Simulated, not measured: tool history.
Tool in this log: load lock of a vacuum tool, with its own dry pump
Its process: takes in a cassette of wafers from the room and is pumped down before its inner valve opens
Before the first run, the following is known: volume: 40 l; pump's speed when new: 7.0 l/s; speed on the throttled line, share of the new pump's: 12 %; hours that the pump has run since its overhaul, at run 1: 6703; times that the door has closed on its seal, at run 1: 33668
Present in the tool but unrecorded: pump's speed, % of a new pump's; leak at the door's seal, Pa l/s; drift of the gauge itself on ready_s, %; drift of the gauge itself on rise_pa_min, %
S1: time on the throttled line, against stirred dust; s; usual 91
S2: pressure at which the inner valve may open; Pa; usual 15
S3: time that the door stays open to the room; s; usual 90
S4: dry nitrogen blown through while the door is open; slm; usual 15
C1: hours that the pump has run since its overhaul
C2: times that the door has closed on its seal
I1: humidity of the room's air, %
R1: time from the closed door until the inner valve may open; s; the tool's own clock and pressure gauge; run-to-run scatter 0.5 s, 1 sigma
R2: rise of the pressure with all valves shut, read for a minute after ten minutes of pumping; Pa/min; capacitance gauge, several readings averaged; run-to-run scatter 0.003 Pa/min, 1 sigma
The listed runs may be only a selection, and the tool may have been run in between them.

run	hour	S1	S2	S3	S4	C1	C2	I1	R1	R2
1	0	91	15	90	15	6703	33668	40.5	133.8	0.181
# hour 191.6: door's seal changed, seat wiped
2	575.2	91	15	90	15	7277	1167	41.6	134.4	0.021
3	938.5	91	15	90	15	7640	2271	44	133.9	0.024
4	1407.7	91	15	90	15	8109	3699	41.7	134.2	0.025
5	2040.6	91	15	90	15	8742	5624	40.9	134.1	0.034
6	2462.8	91	15	90	15	9164	6908	44.5	135.1	0.038
7	2896.3	91	15	90	15	9598	8227	41.7	135.3	0.043
8	3477.2	91	15	90	25	10179	9994	41.7	135.7	0.041
9	4135.3	91	15	90	31	10837	11996	42.1	135.7	0.049

The next listed run, before its measurement:
10	4832.3	93	18	138	9	11534	14116	42.1	?	?

{"run 10": {"R1": 137.7, "R2": 0.073}}
The same run, on a tool lacking any hidden state, would have yielded R1 132.1 s, R2 0.03 Pa/min.
